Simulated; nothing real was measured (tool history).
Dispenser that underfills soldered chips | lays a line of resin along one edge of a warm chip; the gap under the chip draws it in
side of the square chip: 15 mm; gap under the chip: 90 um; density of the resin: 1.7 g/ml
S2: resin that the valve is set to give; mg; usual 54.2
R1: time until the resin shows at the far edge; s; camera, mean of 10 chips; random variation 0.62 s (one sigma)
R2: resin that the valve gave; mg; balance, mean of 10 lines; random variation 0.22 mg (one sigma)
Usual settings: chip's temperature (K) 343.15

{"run": 1, "hour": 0.0, "chip's temperature (K)": 343.15, "S2": 54.2, "R1": 122.3, "R2": 50.52}
{"hour": 1.6, "done": "new syringe of resin"}
{"run": 2, "hour": 6.3, "chip's temperature (K)": 355.15, "S2": 54.2, "R1": 45.8, "R2": 50.46}
{"run": 3, "hour": 9.4, "chip's temperature (K)": 343.15, "S2": 54.2, "R1": 84.9, "R2": 49.87}
{"run": 4, "hour": 12.0, "chip's temperature (K)": 343.15, "S2": 54.2, "R1": 97.9, "R2": 49.67}
{"run": 5, "hour": 15.6, "chip's temperature (K)": 343.15, "S2": 54.2, "R1": 117.6, "R2": 50.05}
{"hour": 17.6, "done": "new syringe of resin"}
{"run": 6, "hour": 19.6, "chip's temperature (K)": 330.15, "S2": 54.2, "R1": 107.7, "R2": 50.32}
{"run": 7, "hour": 22.1, "chip's temperature (K)": 343.15, "S2": 54.2, "R1": 71.3, "R2": 49.56}
{"run": 8, "hour": 24.9, "chip's temperature (K)": 343.15, "S2": 54.2, "R1": 82.8, "R2": 49.39}
{"run": 9, "hour": 30.2, "chip's temperature (K)": 343.15, "S2": 54.2, "R1": 111.6, "R2": 49.28}
{"hour": 34.0, "done": "new syringe of resin"}
{"run": 10, "hour": 35.5, "chip's temperature (K)": 343.15, "S2": 54.2, "R1": 59.7, "R2": 49.51}
{"run": 11, "hour": 40.3, "chip's temperature (K)": 343.15, "S2": 54.2, "R1": 77.5, "R2": 49.42}
{"run": 12, "hour": 43.2, "chip's temperature (K)": 343.15, "S2": 54.2, "R1": 90.5, "R2": 49.2}
{"run": 13, "hour": 47.4, "chip's temperature (K)": 343.15, "S2": 54.2, "R1": 116.3, "R2": 49.33}
{"hour": 50.6, "done": "new syringe of resin"}
{"run": 14, "hour": 51.0, "chip's temperature (K)": 343.15, "S2": 54.2, "R1": 58, "R2": 48.77}
{"hour": 54.8, "done": "dispensing valve cleaned and set on the balance"}
{"run": 15, "hour": 56.0, "chip's temperature (K)": 351.15, "S2": 54.2, "R1": 51.7, "R2": 53.96}
{"run": 16, "hour": 61.1, "chip's temperature (K)": 343.15, "S2": 54.2, "R1": 90.3, "R2": 54.35}
{"run": 17, "hour": 66.2, "chip's temperature (K)": 343.15, "S2": 54.2, "R1": 121, "R2": 53.7}
{"hour": 67.7, "done": "new syringe of resin"}
{"run": 18, "hour": 71.1, "chip's temperature (K)": 343.15, "S2": 54.2, "R1": 66.9, "R2": 53.78}
{"run": 19, "hour": 76.5, "chip's temperature (K)": 343.15, "S2": 54.2, "R1": 89.1, "R2": 53.76}
{"run": 20, "hour": 82.3, "chip's temperature (K)": 331.15, "S2": 50.2, "R1": 203, "R2": 49.8}
{"hour": 84.1, "done": "new syringe of resin"}
{"run": 21, "hour": 88.3, "chip's temperature (K)": 331.15, "S2": 52.4, "R1": 118.2, "R2": 51.88}
{"run": 22, "hour": 93.9, "chip's temperature (K)": 348.15, "S2": 64.6, "R1": 79.7, "R2": 63.15}
{"run": 23, "hour": 99.2, "chip's temperature (K)": 348.15, "S2": 49.6, "R1": 107.6, "R2": 48.7}
{"hour": 100.1, "done": "new syringe of resin"}
{"run": 24, "hour": 105.0, "chip's temperature (K)": 349.15, "S2": 48.2, "R1": 59.8, "R2": 47.22}
{"run": 25, "hour": 109.8, "chip's temperature (K)": 349.15, "S2": 48.2, "R1": 75.8, "R2": 46.87}
{"run": 26, "hour": 112.7, "chip's temperature (K)": 334.15, "S2": 54.7, "R1": 162.9, "R2": 53.14}
{"hour": 116.2, "done": "new syringe of resin"}
{"run": 27, "hour": 118.1, "chip's temperature (K)": 330.15, "S2": 50, "R1": 112.1, "R2": 48.61}
{"run": 28, "hour": 122.3, "chip's temperature (K)": 343.15, "S2": 52.1, "R1": 78.8, "R2": 50.48}
{"run": 29, "hour": 127.5, "chip's temperature (K)": 334.15, "S2": 59.3, "R1": 149.9, "R2": 57.18}
{"hour": 132.3, "done": "new syringe of resin"}
{"run": 30, "hour": 133.6, "chip's temperature (K)": 334.15, "S2": 59.3, "R1": 87.3, "R2": 57.45}
{"run": 31, "hour": 137.2, "chip's temperature (K)": 337.15, "S2": 49.2, "R1": 96.4, "R2": 47.32}
{"run": 32, "hour": 141.6, "chip's temperature (K)": 342.15, "S2": 52.9, "R1": 98.9, "R2": 51.01}
{"run": 33, "hour": 147.1, "chip's temperature (K)": 341.15, "S2": 49.2, "R1": 141, "R2": 46.95}
{"hour": 148.4, "done": "new syringe of resin"}
{"run": 34, "hour": 152.1, "chip's temperature (K)": 337.15, "S2": 68.3, "R1": 89, "R2": 64.81}
{"run": 35, "hour": 156.3, "chip's temperature (K)": 337.15, "S2": 68.3, "R1": 109.8, "R2": 64.82}
{"run": 36, "hour": 159.3, "chip's temperature (K)": 335.15, "S2": 64.8, "R1": 142.3, "R2": 61.6}

4 ways to go on from here, each from the tool as it stands after run 36. What would each give?
{"hour": 164.7, "done": "new syringe of resin"}
{"run": "A", "hour": 164.8, "chip's temperature (K)": 357.15, "S2": 46.8, "R1": "?", "R2": "?"}
{"hour": 164.7, "done": "new syringe of resin"}
{"run": "B", "hour": 164.8, "chip's temperature (K)": 336.15, "S2": 64.8, "R1": "?", "R2": "?"}
{"hour": 164.7, "done": "new syringe of resin"}
{"run": "C", "hour": 164.8, "chip's temperature (K)": 346.15, "S2": 67.1, "R1": "?", "R2": "?"}
{"hour": 164.7, "done": "new syringe of resin"}
{"run": "D", "hour": 164.8, "chip's temperature (K)": 335.15, "S2": 55.7, "R1": "?", "R2": "?"}

run=A R1=33.9 R2=44.29
run=B R1=75.7 R2=61.61
run=C R1=50.7 R2=63.75
run=D R1=78.5 R2=53.05
Without the tool's hidden state the same runs would have given:
run=A R1=32 R2=46.67
run=B R1=72 R2=64.91
run=C R1=48.5 R2=67.17
run=D R1=74.4 R2=55.9
